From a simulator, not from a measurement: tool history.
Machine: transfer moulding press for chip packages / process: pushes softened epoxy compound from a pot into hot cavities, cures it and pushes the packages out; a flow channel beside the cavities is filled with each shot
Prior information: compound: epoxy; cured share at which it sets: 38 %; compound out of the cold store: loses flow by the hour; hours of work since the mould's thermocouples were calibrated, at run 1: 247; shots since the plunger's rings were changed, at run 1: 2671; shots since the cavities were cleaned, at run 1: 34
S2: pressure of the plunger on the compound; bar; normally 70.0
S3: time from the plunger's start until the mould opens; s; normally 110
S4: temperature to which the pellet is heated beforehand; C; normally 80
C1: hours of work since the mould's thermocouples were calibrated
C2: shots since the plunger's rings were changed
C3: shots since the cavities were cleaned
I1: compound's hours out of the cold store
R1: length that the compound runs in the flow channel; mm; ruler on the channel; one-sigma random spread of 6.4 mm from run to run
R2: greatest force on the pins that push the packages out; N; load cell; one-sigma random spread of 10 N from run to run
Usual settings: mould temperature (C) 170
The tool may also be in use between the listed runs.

{"run": 1, "hour": 0.0, "mould temperature (C)": 170, "S2": 70.0, "S3": 110, "S4": 80, "C1": 247, "C2": 2671, "C3": 34, "I1": 18.3, "R1": 777, "R2": 508}
{"run": 2, "hour": 8.8, "mould temperature (C)": 170, "S2": 70.0, "S3": 93, "S4": 80, "C1": 252, "C2": 2755, "C3": 118, "I1": 36.0, "R1": 708, "R2": 640}
{"run": 3, "hour": 17.3, "mould temperature (C)": 170, "S2": 70.0, "S3": 110, "S4": 80, "C1": 257, "C2": 2836, "C3": 199, "I1": 15.1, "R1": 762, "R2": 590}
{"run": 4, "hour": 24.7, "mould temperature (C)": 170, "S2": 85.8, "S3": 110, "S4": 80, "C1": 262, "C2": 2906, "C3": 269, "I1": 30.5, "R1": 798, "R2": 593}
{"run": 5, "hour": 38.4, "mould temperature (C)": 170, "S2": 85.8, "S3": 110, "S4": 80, "C1": 271, "C2": 3037, "C3": 400, "I1": 30.6, "R1": 793, "R2": 657}
{"run": 6, "hour": 45.9, "mould temperature (C)": 170, "S2": 85.8, "S3": 110, "S4": 80, "C1": 275, "C2": 3108, "C3": 471, "I1": 40.4, "R1": 748, "R2": 649}
{"run": 7, "hour": 53.9, "mould temperature (C)": 170, "S2": 85.8, "S3": 110, "S4": 80, "C1": 280, "C2": 3185, "C3": 548, "I1": 10.4, "R1": 863, "R2": 656}
{"hour": 60.4, "done": "cavities cleaned with cleaning compound and waxed"}
{"run": 8, "hour": 64.0, "mould temperature (C)": 170, "S2": 60.3, "S3": 110, "S4": 80, "C1": 286, "C2": 3267, "C3": 35, "I1": 39.7, "R1": 636, "R2": 794}
{"run": 9, "hour": 77.2, "mould temperature (C)": 170, "S2": 60.3, "S3": 110, "S4": 80, "C1": 294, "C2": 3393, "C3": 161, "I1": 26.4, "R1": 695, "R2": 804}
{"run": 10, "hour": 91.0, "mould temperature (C)": 170, "S2": 66.6, "S3": 110, "S4": 80, "C1": 302, "C2": 3524, "C3": 292, "I1": 42.0, "R1": 661, "R2": 789}
{"run": 11, "hour": 103.5, "mould temperature (C)": 170, "S2": 66.6, "S3": 110, "S4": 80, "C1": 310, "C2": 3643, "C3": 411, "I1": 17.9, "R1": 730, "R2": 808}
{"run": 12, "hour": 117.7, "mould temperature (C)": 170, "S2": 66.6, "S3": 110, "S4": 80, "C1": 319, "C2": 3779, "C3": 547, "I1": 9.0, "R1": 758, "R2": 833}
{"hour": 124.3, "done": "cavities cleaned with cleaning compound and waxed"}
{"run": 13, "hour": 127.6, "mould temperature (C)": 170, "S2": 66.6, "S3": 110, "S4": 80, "C1": 324, "C2": 3859, "C3": 32, "I1": 28.6, "R1": 687, "R2": 475}

Forecast each of these 3 alternatives for the next run:
{"hour": 141.5, "done": "cavities cleaned with cleaning compound and waxed, once more"}
{"run": "A", "hour": 143.7, "mould temperature (C)": 175, "S2": 58.3, "S3": 110, "S4": 70, "C1": 333, "C2": 3998, "C3": 21, "I1": 18.5, "R1": "?", "R2": "?"}
{"hour": 141.5, "done": "cavities cleaned with cleaning compound and waxed, once more"}
{"run": "B", "hour": 143.7, "mould temperature (C)": 176, "S2": 66.6, "S3": 98, "S4": 71, "C1": 333, "C2": 3998, "C3": 21, "I1": 8.9, "R1": "?", "R2": "?"}
{"hour": 141.5, "done": "cavities cleaned with cleaning compound and waxed, once more"}
{"run": "C", "hour": 143.7, "mould temperature (C)": 178, "S2": 72.7, "S3": 110, "S4": 88, "C1": 333, "C2": 3998, "C3": 21, "I1": 28.0, "R1": "?", "R2": "?"}

run=A R1=671 R2=471
run=B R1=752 R2=473
run=C R1=723 R2=467
Stripped of hidden state, with their random variation kept, the same runs would have yielded:
run=A R1=706 R2=454
run=B R1=792 R2=458
run=C R1=761 R2=449
